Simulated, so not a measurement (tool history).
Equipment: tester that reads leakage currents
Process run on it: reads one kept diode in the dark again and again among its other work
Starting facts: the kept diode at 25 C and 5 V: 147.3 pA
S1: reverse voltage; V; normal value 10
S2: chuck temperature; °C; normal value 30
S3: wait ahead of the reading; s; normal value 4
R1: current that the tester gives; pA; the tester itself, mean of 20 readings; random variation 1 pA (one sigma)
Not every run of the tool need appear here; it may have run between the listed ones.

Run 1, hour 0: usual settings. Result: R1 340.62 pA.
Run 2, hour 135.8: usual settings. Result: R1 338.29 pA.
Run 3, hour 207.1: usual settings. Result: R1 338.19 pA.
Run 4, hour 298.9: usual settings. Result: R1 338.78 pA.
Run 5, hour 395.4: usual settings but S2 33 °C. Result: R1 425.5 pA.
Run 6, hour 506.4: usual settings. Result: R1 333.83 pA.
Run 7, hour 632.4: usual settings. Result: R1 332.09 pA.
Run 8, hour 743.8: usual settings. Result: R1 330.92 pA.
Run 9, hour 808.1: usual settings. Result: R1 332.5 pA.
Run 10, hour 915.6: usual settings but S2 21 °C. Result: R1 158.77 pA.
Run 11, hour 979.7: usual settings but S2 59 °C. Result: R1 2797.76 pA.
At hour 1026: chuck's temperature calibrated.
Run 12, hour 1089: usual settings but S2 59 °C. Result: R1 2914.18 pA.
Run 13, hour 1202: usual settings. Result: R1 345.19 pA.
Run 14, hour 1286.5: usual settings. Result: R1 344.47 pA.
Run 15, hour 1354: usual settings but S3 6.63 s. Result: R1 344.25 pA.
Run 16, hour 1422.3: usual settings but S3 6.63 s. Result: R1 341.82 pA.
Run 17, hour 1548: usual settings. Result: R1 342.13 pA.
Run 18, hour 1617.2: usual settings but S1 8.8 V. Result: R1 314.85 pA.
Run 19, hour 1685: usual settings but S1 8.8 V. Result: R1 314.83 pA.
Run 20, hour 1821.2: usual settings but S1 8.8 V. Result: R1 312.87 pA.
At hour 1836.8: probe card cleaned and baked.
Run 21, hour 1967.6: usual settings but S1 1.3 V, S3 0.94 s. Result: R1 99.25 pA.
At hour 2109.1: chuck's temperature calibrated.
Run 22, hour 2109.1: usual settings but S1 1.3 V, S3 0.94 s. Result: R1 101.25 pA.
Run 23, hour 2184.1: usual settings but S1 1.9 V, S2 42 °C, S3 3.01 s. Result: R1 320.42 pA.
Run 24, hour 2300.8: usual settings but S1 1.9 V, S2 42 °C, S3 3.01 s. Result: R1 318.39 pA.
Run 25, hour 2371.6: usual settings but S1 1.9 V, S2 42 °C, S3 3.01 s. Result: R1 318.03 pA.
Run 26, hour 2492.2: usual settings but S2 48 °C, S3 1.08 s. Result: R1 1317.04 pA.
Run 27, hour 2590.5: usual settings but S1 3.8 V, S2 37 °C, S3 6.75 s. Result: R1 325.18 pA.
Run 28, hour 2661.4: usual settings but S1 1.1 V, S2 41 °C, S3 0.42 s. Result: R1 212.14 pA.
Run 29, hour 2802.2: usual settings but S2 26 °C, S3 4.62 s. Result: R1 238.09 pA.
Run 30, hour 2911.5: usual settings but S2 53 °C, S3 4.62 s. Result: R1 1854.29 pA.
Run 31, hour 3052.3: usual settings but S2 53 °C, S3 4.62 s. Result: R1 1848 pA.
Run 32, hour 3163.8: usual settings but S2 53 °C, S3 4.62 s. Result: R1 1851.94 pA.
At hour 3198.3: chuck's temperature calibrated.
Run 33, hour 3234.9: usual settings but S1 3.1 V, S2 28 °C, S3 5.37 s. Result: R1 146.83 pA.
Run 34, hour 3348: usual settings but S3 0.95 s. Result: R1 348.62 pA.
Run 35, hour 3466.1: usual settings but S1 18.7 V, S2 23 °C, S3 0.34 s. Result: R1 295.16 pA.
Run 36, hour 3557.5: usual settings but S1 18.7 V, S2 23 °C, S3 0.34 s. Result: R1 295.81 pA.
Run 37, hour 3681.2: usual settings but S1 3.3 V, S3 5.2 s. Result: R1 177.12 pA.
Run 38, hour 3759.9: usual settings but S1 14.5 V, S2 28 °C, S3 1.74 s. Result: R1 363.57 pA.
Run 39, hour 3848.7: usual settings but S1 14.5 V, S2 28 °C, S3 1.74 s. Result: R1 363.35 pA.
Run 40, hour 3950.2: usual settings but S2 44 °C, S3 6.44 s. Result: R1 1004.37 pA.

Below are 3 alternative next runs, each starting from the tool's condition after run 40. Predict each:
Run A, hour 4081.9: usual settings but S2 25 °C, S3 6.44 s. Result: R1 ?.
Run B, hour 4081.9: usual settings but S1 5.1 V, S2 35 °C, S3 4.18 s. Result: R1 ?.
Run C, hour 4081.9: usual settings but S2 34 °C, S3 6.44 s. Result: R1 ?.

run      R1
  A  225.03
  B     336
  C  463.71
What these runs would have given with no unlogged condition in the tool:
run      R1
  A  221.46
  B  335.43
  C   461.4
